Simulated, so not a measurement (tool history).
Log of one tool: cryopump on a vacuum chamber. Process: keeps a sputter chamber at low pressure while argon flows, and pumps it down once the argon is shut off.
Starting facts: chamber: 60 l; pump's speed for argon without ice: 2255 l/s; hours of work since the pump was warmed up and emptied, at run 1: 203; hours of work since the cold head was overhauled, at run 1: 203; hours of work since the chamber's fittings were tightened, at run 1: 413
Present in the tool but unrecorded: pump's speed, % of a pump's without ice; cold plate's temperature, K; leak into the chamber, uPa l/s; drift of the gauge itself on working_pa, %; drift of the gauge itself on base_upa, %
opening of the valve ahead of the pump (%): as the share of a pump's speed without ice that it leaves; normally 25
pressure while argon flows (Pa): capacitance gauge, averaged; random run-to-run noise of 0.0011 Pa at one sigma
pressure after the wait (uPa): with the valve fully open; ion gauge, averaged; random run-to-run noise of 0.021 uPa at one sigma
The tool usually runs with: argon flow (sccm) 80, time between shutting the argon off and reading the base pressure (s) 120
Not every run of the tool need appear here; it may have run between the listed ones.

run	hour	argon flow (sccm)	time between shutting the argon off and reading the base pressure (s)	opening of the valve ahead of the pump (%)	hours of work since the pump was warmed up and emptied	hours of work since the cold head was overhauled	hours of work since the chamber's fittings were tightened	pressure while argon flows (Pa)	pressure after the wait (uPa)
1	0.0	80	120	25	203	203	413	0.2521	0.87
2	15.4	80	120	25	209	209	420	0.2532	0.90
3	31.7	80	120	25	216	216	427	0.2514	0.85
4	51.1	80	120	25	224	224	435	0.2535	0.87
5	68.9	80	120	25	231	231	442	0.2564	0.92
6	79.2	80	120	25	236	236	446	0.2546	0.86
7	93.5	80	120	25	242	242	452	0.2569	0.92
8	106.0	80	120	57	247	247	458	0.1220	0.92
9	120.4	80	23	25	253	253	464	0.2562	2.56
10	140.0	80	23	25	261	261	472	0.2598	2.46
11	151.3	73	120	32	266	266	477	0.1884	0.96
12	167.7	73	120	32	273	273	484	0.1866	0.99
13	187.2	55	56	32	281	281	492	0.1414	1.41
14	207.1	55	56	32	289	289	500	0.1427	1.42
15	218.4	67	103	19	294	294	505	0.2811	0.98
16	239.6	67	103	51	303	303	514	0.1167	1.09
17	250.4	67	103	51	308	308	518	0.1160	1.09
18	269.5	146	21	51	316	316	526	0.2551	2.83
# hour 285.7: pump warmed up, emptied and cooled again
19	286.5	111	153	25	0	321	531	0.3353	0.77
20	296.8	50	120	22	5	325	536	0.1711	0.89

Results for each run, recomputed without the tool's hidden state and with each run's random variation untouched:
run	pressure while argon flows (Pa)	pressure after the wait (uPa)
1	0.2395	0.52
2	0.2402	0.52
3	0.2379	0.46
4	0.2392	0.47
5	0.2415	0.51
6	0.2394	0.47
7	0.2411	0.50
8	0.1059	0.50
9	0.2396	2.11
10	0.2424	2.01
11	0.1722	0.50
12	0.1699	0.53
13	0.1284	0.93
14	0.1292	0.92
15	0.2643	0.50
16	0.0992	0.58
17	0.0982	0.57
18	0.2150	2.29
19	0.3347	0.42
20	0.1707	0.52

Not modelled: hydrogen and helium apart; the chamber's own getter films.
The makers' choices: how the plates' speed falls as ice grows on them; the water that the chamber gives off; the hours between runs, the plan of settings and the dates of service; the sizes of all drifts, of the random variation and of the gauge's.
